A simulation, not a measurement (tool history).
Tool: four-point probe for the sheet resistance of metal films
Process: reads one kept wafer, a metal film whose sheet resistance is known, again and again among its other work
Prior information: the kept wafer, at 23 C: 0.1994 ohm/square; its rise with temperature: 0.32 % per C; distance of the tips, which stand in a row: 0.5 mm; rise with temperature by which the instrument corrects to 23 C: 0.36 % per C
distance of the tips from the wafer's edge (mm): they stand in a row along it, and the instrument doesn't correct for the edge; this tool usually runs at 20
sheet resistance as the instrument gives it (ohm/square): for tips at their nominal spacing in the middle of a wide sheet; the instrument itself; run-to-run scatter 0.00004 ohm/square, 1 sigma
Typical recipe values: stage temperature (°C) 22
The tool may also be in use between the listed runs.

run,hour,stage temperature (°C),distance of the tips from the wafer's edge (mm),sheet resistance as the instrument gives it (ohm/square)
1,0,22,20,0.199507
2,66.1,22,20,0.199495
3,114.3,22,20,0.199586
4,141.6,22,20,0.199495
5,191.3,22,20,0.19957
6,229.7,25,20,0.199281
7,266.9,25,20,0.19931
8,312.5,25,5,0.200282
9,362.2,33,34,0.198617
10,420.2,27,42,0.199
11,472.4,32,11,0.198975
12,535.9,30,4,0.20056
13,599.4,30,4,0.200444

The next listed run, before its measurement:
14,641.8,22,39,?

sheet resistance as the instrument gives it (ohm/square): 0.199475
Minus the tool's unlogged condition, the same run would have read sheet resistance as the instrument gives it (ohm/square) 0.199511.
